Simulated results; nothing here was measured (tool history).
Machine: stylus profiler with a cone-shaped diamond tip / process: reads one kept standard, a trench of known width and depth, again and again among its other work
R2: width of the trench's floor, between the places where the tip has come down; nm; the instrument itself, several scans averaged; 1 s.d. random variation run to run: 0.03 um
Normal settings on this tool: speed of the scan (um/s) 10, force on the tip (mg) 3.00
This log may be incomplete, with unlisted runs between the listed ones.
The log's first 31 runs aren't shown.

run 32 day=16.621 | speed_of_the_scan_(um/s)=14 force_on_the_tip_(mg)=4.72 | depth_of_the_trench_(nm)=102.38 R2=97720
run 33 day=17.196 | speed_of_the_scan_(um/s)=2 force_on_the_tip_(mg)=3.90 | depth_of_the_trench_(nm)=102.13 R2=97830
run 34 day=17.933 | speed_of_the_scan_(um/s)=3 force_on_the_tip_(mg)=3.90 | depth_of_the_trench_(nm)=102.16 R2=97690
run 35 day=18.421 | speed_of_the_scan_(um/s)=3 force_on_the_tip_(mg)=3.90 | depth_of_the_trench_(nm)=102.09 R2=97750
run 36 day=18.983 | speed_of_the_scan_(um/s)=27 force_on_the_tip_(mg)=3.90 | depth_of_the_trench_(nm)=102.08 R2=97610
run 37 day=19.371 | speed_of_the_scan_(um/s)=27 force_on_the_tip_(mg)=3.90 | depth_of_the_trench_(nm)=102.13 R2=97620
run 38 day=19.912 | speed_of_the_scan_(um/s)=20 force_on_the_tip_(mg)=1.39 | depth_of_the_trench_(nm)=101.16 R2=97620
run 39 day=20.408 | speed_of_the_scan_(um/s)=9 force_on_the_tip_(mg)=1.13 | depth_of_the_trench_(nm)=101.03 R2=97680
run 40 day=20.762 | speed_of_the_scan_(um/s)=25 force_on_the_tip_(mg)=1.13 | depth_of_the_trench_(nm)=100.96 R2=97610
run 41 day=21.350 | speed_of_the_scan_(um/s)=26 force_on_the_tip_(mg)=3.58 | depth_of_the_trench_(nm)=101.98 R2=97640
run 42 day=22.046 | speed_of_the_scan_(um/s)=26 force_on_the_tip_(mg)=3.58 | depth_of_the_trench_(nm)=101.99 R2=97630
run 43 day=22.796 | speed_of_the_scan_(um/s)=26 force_on_the_tip_(mg)=3.58 | depth_of_the_trench_(nm)=102.01 R2=97690
run 44 day=23.258 | speed_of_the_scan_(um/s)=26 force_on_the_tip_(mg)=3.58 | depth_of_the_trench_(nm)=102.00 R2=97670
run 45 day=23.875 | speed_of_the_scan_(um/s)=26 force_on_the_tip_(mg)=3.58 | depth_of_the_trench_(nm)=102.05 R2=97580
run 46 day=24.588 | speed_of_the_scan_(um/s)=24 force_on_the_tip_(mg)=5.38 | depth_of_the_trench_(nm)=102.59 R2=97690

What if the next run were any one of these 5? Each begins from the tool's condition after run 46:
run A day=25.021 | speed_of_the_scan_(um/s)=6 force_on_the_tip_(mg)=4.79 | depth_of_the_trench_(nm)=? R2=?
run B day=25.021 | speed_of_the_scan_(um/s)=29 force_on_the_tip_(mg)=2.89 | depth_of_the_trench_(nm)=? R2=?
run C day=25.021 | speed_of_the_scan_(um/s)=3 force_on_the_tip_(mg)=3.81 | depth_of_the_trench_(nm)=? R2=?
run D day=25.021 | speed_of_the_scan_(um/s)=28 force_on_the_tip_(mg)=1.64 | depth_of_the_trench_(nm)=? R2=?
run E day=25.021 | speed_of_the_scan_(um/s)=11 force_on_the_tip_(mg)=3.00 | depth_of_the_trench_(nm)=? R2=?

run=A depth_of_the_trench_(nm)=102.47 R2=97670
run=B depth_of_the_trench_(nm)=101.75 R2=97530
run=C depth_of_the_trench_(nm)=102.10 R2=97760
run=D depth_of_the_trench_(nm)=101.28 R2=97630
run=E depth_of_the_trench_(nm)=101.81 R2=97680
With the hidden condition removed and each run's random variation left untouched, the same runs would have given:
run=A depth_of_the_trench_(nm)=102.33 R2=97970
run=B depth_of_the_trench_(nm)=101.61 R2=97830
run=C depth_of_the_trench_(nm)=101.96 R2=98060
run=D depth_of_the_trench_(nm)=101.14 R2=97920
run=E depth_of_the_trench_(nm)=101.67 R2=97970
